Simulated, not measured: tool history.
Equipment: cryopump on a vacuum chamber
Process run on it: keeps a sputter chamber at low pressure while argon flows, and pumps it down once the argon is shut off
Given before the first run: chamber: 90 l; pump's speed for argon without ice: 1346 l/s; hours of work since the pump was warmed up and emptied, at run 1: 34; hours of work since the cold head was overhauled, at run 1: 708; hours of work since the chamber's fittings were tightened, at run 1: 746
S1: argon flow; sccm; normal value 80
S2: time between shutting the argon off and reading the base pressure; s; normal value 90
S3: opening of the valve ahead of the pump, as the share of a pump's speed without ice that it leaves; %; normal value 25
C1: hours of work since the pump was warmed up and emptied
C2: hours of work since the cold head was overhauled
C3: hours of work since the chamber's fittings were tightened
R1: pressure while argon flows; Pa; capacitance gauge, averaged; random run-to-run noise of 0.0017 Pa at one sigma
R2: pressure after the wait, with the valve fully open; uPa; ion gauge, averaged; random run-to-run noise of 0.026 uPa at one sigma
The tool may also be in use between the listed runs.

| run | hour | S1 | S2 | S3 | C1 | C2 | C3 | R1 | R2 |
|---|---|---|---|---|---|---|---|---|---|
| 1 | 0.0 | 80 | 90 | 25 | 34 | 708 | 746 | 0.4047 | 1.15 |
| 2 | 35.9 | 80 | 90 | 25 | 51 | 726 | 763 | 0.4084 | 1.15 |
| 3 | 63.8 | 80 | 90 | 25 | 65 | 739 | 777 | 0.4020 | 1.26 |
| 4 | 111.1 | 80 | 90 | 25 | 88 | 762 | 800 | 0.4069 | 1.21 |
| 5 | 140.4 | 80 | 24 | 25 | 102 | 776 | 814 | 0.4047 | 3.52 |
| 6 | 198.0 | 80 | 188 | 25 | 130 | 805 | 842 | 0.4078 | 0.78 |
| 7 | 241.6 | 80 | 90 | 25 | 151 | 826 | 863 | 0.4098 | 1.22 |
| 8 | 271.8 | 80 | 90 | 50 | 166 | 840 | 878 | 0.2071 | 1.22 |
| 9 | 302.0 | 69 | 90 | 25 | 181 | 855 | 893 | 0.3504 | 1.26 |
| 10 | 334.5 | 80 | 76 | 25 | 197 | 871 | 909 | 0.4082 | 1.42 |
| 11 | 386.8 | 126 | 35 | 25 | 222 | 897 | 934 | 0.6509 | 2.58 |
| 12 | 416.0 | 126 | 35 | 25 | 236 | 911 | 948 | 0.6442 | 2.55 |
| 13 | 450.4 | 79 | 42 | 28 | 253 | 928 | 965 | 0.3639 | 2.26 |
| 14 | 490.2 | 80 | 90 | 17 | 273 | 947 | 984 | 0.6050 | 1.25 |
| 15 | 524.4 | 32 | 134 | 19 | 289 | 964 | 1001 | 0.2165 | 0.95 |
| 16 | 575.9 | 80 | 177 | 17 | 314 | 989 | 1026 | 0.6033 | 0.86 |
| 17 | 599.7 | 38 | 129 | 19 | 326 | 1000 | 1038 | 0.2593 | 1.06 |

Alternative continuations, all from the tool just after run 17; predict every row:
| A | 627.3 | 38 | 99 | 19 | 339 | 1014 | 1051 | ? | ? |
| B | 627.3 | 80 | 90 | 19 | 339 | 1014 | 1051 | ? | ? |
| C | 627.3 | 142 | 251 | 51 | 339 | 1014 | 1051 | ? | ? |
| D | 627.3 | 40 | 172 | 19 | 339 | 1014 | 1051 | ? | ? |

| run | R1 | R2 |
|---|---|---|
| A | 0.2575 | 1.24 |
| B | 0.5468 | 1.29 |
| C | 0.3730 | 0.74 |
| D | 0.2695 | 0.89 |
With the hidden condition removed and each run's random variation left untouched, the same runs would have given:
| run | R1 | R2 |
|---|---|---|
| A | 0.2510 | 1.03 |
| B | 0.5331 | 1.08 |
| C | 0.3490 | 0.53 |
| D | 0.2627 | 0.68 |

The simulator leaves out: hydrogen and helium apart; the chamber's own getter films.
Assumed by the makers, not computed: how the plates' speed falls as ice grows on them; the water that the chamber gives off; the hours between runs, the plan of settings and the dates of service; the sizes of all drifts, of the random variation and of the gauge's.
